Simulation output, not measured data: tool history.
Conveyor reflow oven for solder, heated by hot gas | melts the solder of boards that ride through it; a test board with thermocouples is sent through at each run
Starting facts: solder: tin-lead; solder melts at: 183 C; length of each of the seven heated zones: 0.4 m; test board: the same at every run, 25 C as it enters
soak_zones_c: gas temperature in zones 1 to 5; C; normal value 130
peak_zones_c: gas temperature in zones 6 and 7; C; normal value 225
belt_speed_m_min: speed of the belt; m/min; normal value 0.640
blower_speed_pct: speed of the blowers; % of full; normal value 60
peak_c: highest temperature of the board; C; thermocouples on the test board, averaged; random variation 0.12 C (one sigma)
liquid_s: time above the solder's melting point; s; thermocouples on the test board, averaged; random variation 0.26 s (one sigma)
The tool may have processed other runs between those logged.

run 1 hour=0.0 | soak_zones_c=130 peak_zones_c=225 belt_speed_m_min=0.640 blower_speed_pct=60 | peak_c=204.7 liquid_s=40.6
run 2 hour=19.2 | soak_zones_c=130 peak_zones_c=225 belt_speed_m_min=0.640 blower_speed_pct=60 | peak_c=205.0 liquid_s=41.3
run 3 hour=40.8 | soak_zones_c=130 peak_zones_c=225 belt_speed_m_min=0.640 blower_speed_pct=60 | peak_c=204.5 liquid_s=40.7
-- hour=79.8 flux residue cleaned out of gas plates and filters
run 4 hour=80.1 | soak_zones_c=130 peak_zones_c=225 belt_speed_m_min=0.640 blower_speed_pct=60 | peak_c=206.2 liquid_s=42.8
run 5 hour=103.8 | soak_zones_c=130 peak_zones_c=225 belt_speed_m_min=0.640 blower_speed_pct=60 | peak_c=206.0 liquid_s=43.3
run 6 hour=135.6 | soak_zones_c=130 peak_zones_c=225 belt_speed_m_min=0.640 blower_speed_pct=60 | peak_c=206.1 liquid_s=43.2
run 7 hour=157.8 | soak_zones_c=130 peak_zones_c=225 belt_speed_m_min=0.640 blower_speed_pct=60 | peak_c=206.0 liquid_s=43.3
run 8 hour=192.4 | soak_zones_c=130 peak_zones_c=225 belt_speed_m_min=0.640 blower_speed_pct=60 | peak_c=206.1 liquid_s=42.6
run 9 hour=219.4 | soak_zones_c=130 peak_zones_c=225 belt_speed_m_min=0.640 blower_speed_pct=60 | peak_c=206.1 liquid_s=43.4
run 10 hour=250.8 | soak_zones_c=130 peak_zones_c=225 belt_speed_m_min=0.640 blower_speed_pct=60 | peak_c=206.2 liquid_s=42.5
run 11 hour=280.2 | soak_zones_c=130 peak_zones_c=225 belt_speed_m_min=0.640 blower_speed_pct=50 | peak_c=201.6 liquid_s=35.8
run 12 hour=297.0 | soak_zones_c=130 peak_zones_c=225 belt_speed_m_min=0.640 blower_speed_pct=50 | peak_c=201.5 liquid_s=36.4
run 13 hour=314.7 | soak_zones_c=130 peak_zones_c=225 belt_speed_m_min=0.640 blower_speed_pct=50 | peak_c=201.5 liquid_s=36.2
run 14 hour=338.2 | soak_zones_c=130 peak_zones_c=225 belt_speed_m_min=0.640 blower_speed_pct=68 | peak_c=208.7 liquid_s=46.5
run 15 hour=366.0 | soak_zones_c=130 peak_zones_c=225 belt_speed_m_min=0.640 blower_speed_pct=68 | peak_c=208.5 liquid_s=46.4
-- hour=408.2 thermocouples of zones 6 and 7 changed
run 16 hour=409.8 | soak_zones_c=125 peak_zones_c=228 belt_speed_m_min=0.746 blower_speed_pct=71 | peak_c=203.6 liquid_s=32.3
run 17 hour=442.9 | soak_zones_c=130 peak_zones_c=223 belt_speed_m_min=0.640 blower_speed_pct=60 | peak_c=202.2 liquid_s=38.8
run 18 hour=482.6 | soak_zones_c=130 peak_zones_c=223 belt_speed_m_min=0.640 blower_speed_pct=60 | peak_c=202.2 liquid_s=38.5
-- hour=489.4 belt drive overhauled, speed set with a stopwatch
run 19 hour=513.9 | soak_zones_c=130 peak_zones_c=223 belt_speed_m_min=0.640 blower_speed_pct=60 | peak_c=202.6 liquid_s=39.2
run 20 hour=541.5 | soak_zones_c=137 peak_zones_c=225 belt_speed_m_min=0.640 blower_speed_pct=60 | peak_c=205.5 liquid_s=45.3
-- hour=579.6 belt drive overhauled, speed set with a stopwatch, once more
run 21 hour=579.6 | soak_zones_c=137 peak_zones_c=225 belt_speed_m_min=0.640 blower_speed_pct=60 | peak_c=204.6 liquid_s=42.6
run 22 hour=598.4 | soak_zones_c=137 peak_zones_c=225 belt_speed_m_min=0.640 blower_speed_pct=60 | peak_c=204.7 liquid_s=42.8
run 23 hour=621.9 | soak_zones_c=137 peak_zones_c=225 belt_speed_m_min=0.640 blower_speed_pct=60 | peak_c=204.5 liquid_s=42.2
-- hour=641.5 flux residue cleaned out of gas plates and filters
run 24 hour=646.1 | soak_zones_c=140 peak_zones_c=238 belt_speed_m_min=0.757 blower_speed_pct=60 | peak_c=211.0 liquid_s=41.3
run 25 hour=683.3 | soak_zones_c=140 peak_zones_c=238 belt_speed_m_min=0.757 blower_speed_pct=60 | peak_c=210.8 liquid_s=41.6
run 26 hour=701.0 | soak_zones_c=141 peak_zones_c=218 belt_speed_m_min=0.751 blower_speed_pct=71 | peak_c=199.9 liquid_s=32.7
run 27 hour=727.4 | soak_zones_c=135 peak_zones_c=225 belt_speed_m_min=0.761 blower_speed_pct=60 | peak_c=199.2 liquid_s=28.2
run 28 hour=755.0 | soak_zones_c=138 peak_zones_c=225 belt_speed_m_min=0.640 blower_speed_pct=59 | peak_c=205.7 liquid_s=44.6
run 29 hour=780.3 | soak_zones_c=138 peak_zones_c=225 belt_speed_m_min=0.640 blower_speed_pct=59 | peak_c=205.9 liquid_s=44.5

Below, each run's measurement less what the same run would have read without the hidden state. Both values contain the same run-to-run variation, but the gauge's scatter may not be the same in both:
Hidden conditions of the tool in this case: heat that the gas passes to the board, % of a clean oven's; belt's true speed, % of the reading; true gas temperature in zones 6 and 7 over the reading, C; drift of the gauge itself on peak_c, C; drift of the gauge itself on liquid_s, %.
run=1 peak_c=+0.4 liquid_s=+0.4
run=2 peak_c=+0.3 liquid_s=+0.4
run=3 peak_c=+0.3 liquid_s=+0.3
run=4 peak_c=+1.7 liquid_s=+2.3
run=5 peak_c=+1.7 liquid_s=+2.4
run=6 peak_c=+1.6 liquid_s=+2.3
run=7 peak_c=+1.6 liquid_s=+2.2
run=8 peak_c=+1.6 liquid_s=+2.2
run=9 peak_c=+1.6 liquid_s=+2.2
run=10 peak_c=+1.5 liquid_s=+2.2
run=11 peak_c=+1.5 liquid_s=+2.5
run=12 peak_c=+1.6 liquid_s=+2.5
run=13 peak_c=+1.5 liquid_s=+2.5
run=14 peak_c=+1.4 liquid_s=+1.9
run=15 peak_c=+1.4 liquid_s=+1.9
run=16 peak_c=-0.7 liquid_s=-0.4
run=17 peak_c=-0.5 liquid_s=-0.1
run=18 peak_c=-0.5 liquid_s=-0.2
run=19 peak_c=-0.4 liquid_s=+0.3
run=20 peak_c=-0.3 liquid_s=+0.6
run=21 peak_c=-1.3 liquid_s=-1.9
run=22 peak_c=-1.2 liquid_s=-1.9
run=23 peak_c=-1.3 liquid_s=-1.9
run=24 peak_c=+0.2 liquid_s=+0.1
run=25 peak_c=+0.1 liquid_s=+0.1
run=26 peak_c=+0.1 liquid_s=+0.1
run=27 peak_c=+0.1 liquid_s=+0.0
run=28 peak_c=+0.1 liquid_s=+0.1
run=29 peak_c=+0.1 liquid_s=+0.1

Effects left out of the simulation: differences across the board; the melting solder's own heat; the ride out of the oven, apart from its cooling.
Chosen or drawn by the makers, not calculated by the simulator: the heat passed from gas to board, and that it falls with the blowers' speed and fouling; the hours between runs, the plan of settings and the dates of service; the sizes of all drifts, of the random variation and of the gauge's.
